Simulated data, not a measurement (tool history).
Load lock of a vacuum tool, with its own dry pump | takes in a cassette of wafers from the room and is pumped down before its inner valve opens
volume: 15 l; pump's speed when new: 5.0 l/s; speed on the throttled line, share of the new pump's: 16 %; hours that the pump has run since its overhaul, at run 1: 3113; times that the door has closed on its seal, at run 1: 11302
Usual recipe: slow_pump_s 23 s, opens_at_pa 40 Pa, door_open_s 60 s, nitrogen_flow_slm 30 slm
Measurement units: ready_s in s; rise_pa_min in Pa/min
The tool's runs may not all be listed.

| run | hour | slow_pump_s | opens_at_pa | door_open_s | nitrogen_flow_slm | hours that the pump has run since its overhaul | times that the door has closed on its seal | incoming humidity of the room's air, % | ready_s | rise_pa_min |
|---|---|---|---|---|---|---|---|---|---|---|
| 1 | 0 | 23 | 40 | 60 | 30 | 3113 | 11302 | 44.8 | 44.3 | 0.091 |
| 2 | 84.4 | 23 | 53 | 60 | 30 | 3198 | 11543 | 45.8 | 43.3 | 0.094 |
| 3 | 240.3 | 23 | 53 | 60 | 30 | 3354 | 11989 | 41.7 | 42.8 | 0.098 |
| 4 | 349 | 23 | 53 | 60 | 30 | 3462 | 12300 | 43.5 | 43.4 | 0.092 |
| 5 | 504.5 | 23 | 53 | 60 | 30 | 3618 | 12744 | 46.5 | 42.3 | 0.097 |
| 6 | 599.4 | 23 | 53 | 60 | 30 | 3713 | 13016 | 44.8 | 43.8 | 0.097 |
| 7 | 723.4 | 23 | 40 | 60 | 36 | 3837 | 13370 | 44.6 | 45.2 | 0.105 |
| 8 | 798.1 | 23 | 40 | 60 | 30 | 3911 | 13584 | 45.2 | 44.2 | 0.103 |
| 9 | 868.2 | 23 | 40 | 60 | 30 | 3981 | 13784 | 43.3 | 44.1 | 0.111 |
| 10 | 984.2 | 23 | 40 | 106 | 30 | 4097 | 14116 | 43.4 | 44.4 | 0.119 |
| 11 | 1106 | 23 | 40 | 106 | 30 | 4219 | 14464 | 42.7 | 44.6 | 0.122 |
| 12 | 1210.1 | 23 | 40 | 60 | 30 | 4323 | 14761 | 43.8 | 44.3 | 0.114 |
| 13 | 1279.7 | 23 | 40 | 60 | 30 | 4393 | 14960 | 39.2 | 44.4 | 0.119 |
| 14 | 1387.3 | 23 | 40 | 60 | 30 | 4500 | 15268 | 43.6 | 44.7 | 0.127 |
| 15 | 1534.2 | 23 | 40 | 60 | 30 | 4647 | 15688 | 43.8 | 45 | 0.124 |
| 16 | 1676.6 | 23 | 40 | 170 | 30 | 4790 | 16095 | 47.4 | 44.4 | 0.144 |
| 17 | 1753.1 | 23 | 40 | 170 | 30 | 4866 | 16314 | 43.3 | 44.6 | 0.14 |
| 18 | 1819.5 | 23 | 40 | 25 | 30 | 4933 | 16504 | 45.5 | 44.6 | 0.135 |
| 19 | 1907.8 | 23 | 40 | 60 | 25 | 5021 | 16756 | 45.5 | 44.8 | 0.143 |
| 20 | 2041.9 | 26 | 36 | 127 | 18 | 5155 | 17139 | 45.7 | 47.6 | 0.15 |
| 21 | 2191.6 | 26 | 36 | 127 | 18 | 5305 | 17568 | 46.5 | 47.5 | 0.16 |
| 22 | 2307.7 | 23 | 40 | 60 | 13 | 5421 | 17899 | 42.9 | 44.5 | 0.161 |
| 23 | 2463.1 | 23 | 40 | 56 | 30 | 5576 | 18344 | 42.3 | 44 | 0.155 |
| 24 | 2533.9 | 23 | 40 | 60 | 7 | 5647 | 18546 | 46.2 | 44.5 | 0.174 |
| 25 | 2658.2 | 19 | 53 | 44 | 43 | 5771 | 18901 | 43.5 | 40.8 | 0.149 |
| 26 | 2726.5 | 19 | 53 | 44 | 43 | 5840 | 19097 | 46.1 | 40.4 | 0.15 |
| 27 | 2816.9 | 19 | 53 | 44 | 43 | 5930 | 19355 | 47.4 | 41 | 0.165 |
| 28 | 2918.7 | 39 | 45 | 98 | 5 | 6032 | 19646 | 42.9 | 58.1 | 0.191 |
| 29 | 3072.6 | 39 | 45 | 98 | 5 | 6186 | 20086 | 42.9 | 58.5 | 0.204 |
| 30 | 3188.9 | 16 | 45 | 198 | 13 | 6302 | 20419 | 44.3 | 38.9 | 0.198 |
| 31 | 3333 | 16 | 45 | 59 | 13 | 6446 | 20831 | 46 | 39.2 | 0.189 |
| 32 | 3420.3 | 16 | 45 | 59 | 13 | 6534 | 21080 | 43.1 | 39.5 | 0.187 |
| 33 | 3539.4 | 13 | 38 | 100 | 30 | 6653 | 21421 | 44.5 | 37.5 | 0.183 |
| 34 | 3647.9 | 23 | 50 | 85 | 22 | 6761 | 21731 | 49.4 | 44.7 | 0.198 |
| 35 | 3782.6 | 23 | 63 | 64 | 9 | 6896 | 22116 | 45.1 | 44 | 0.207 |
| 36 | 3869.7 | 23 | 29 | 60 | 21 | 6983 | 22365 | 42.4 | 46.5 | 0.192 |
| 37 | 3944 | 33 | 44 | 25 | 7 | 7057 | 22578 | 45.8 | 52.9 | 0.214 |

Predict each of these 4 candidate next runs independently; none follows another, all start after run 37:
| A | 4050.3 | 33 | 44 | 99 | 7 | 7164 | 22881 | 47.4 | ? | ? |
| B | 4050.3 | 22 | 35 | 60 | 30 | 7164 | 22881 | 46.7 | ? | ? |
| C | 4050.3 | 15 | 29 | 25 | 38 | 7164 | 22881 | 46.3 | ? | ? |
| D | 4050.3 | 23 | 36 | 60 | 30 | 7164 | 22881 | 46.1 | ? | ? |

| run | ready_s | rise_pa_min |
|---|---|---|
| A | 52.8 | 0.237 |
| B | 44.4 | 0.204 |
| C | 40.2 | 0.198 |
| D | 45.8 | 0.207 |
Without the tool's unlogged condition, the same runs would have read:
| run | ready_s | rise_pa_min |
|---|---|---|
| A | 50.8 | 0.058 |
| B | 42.1 | 0.021 |
| C | 37.6 | 0.019 |
| D | 43.5 | 0.027 |

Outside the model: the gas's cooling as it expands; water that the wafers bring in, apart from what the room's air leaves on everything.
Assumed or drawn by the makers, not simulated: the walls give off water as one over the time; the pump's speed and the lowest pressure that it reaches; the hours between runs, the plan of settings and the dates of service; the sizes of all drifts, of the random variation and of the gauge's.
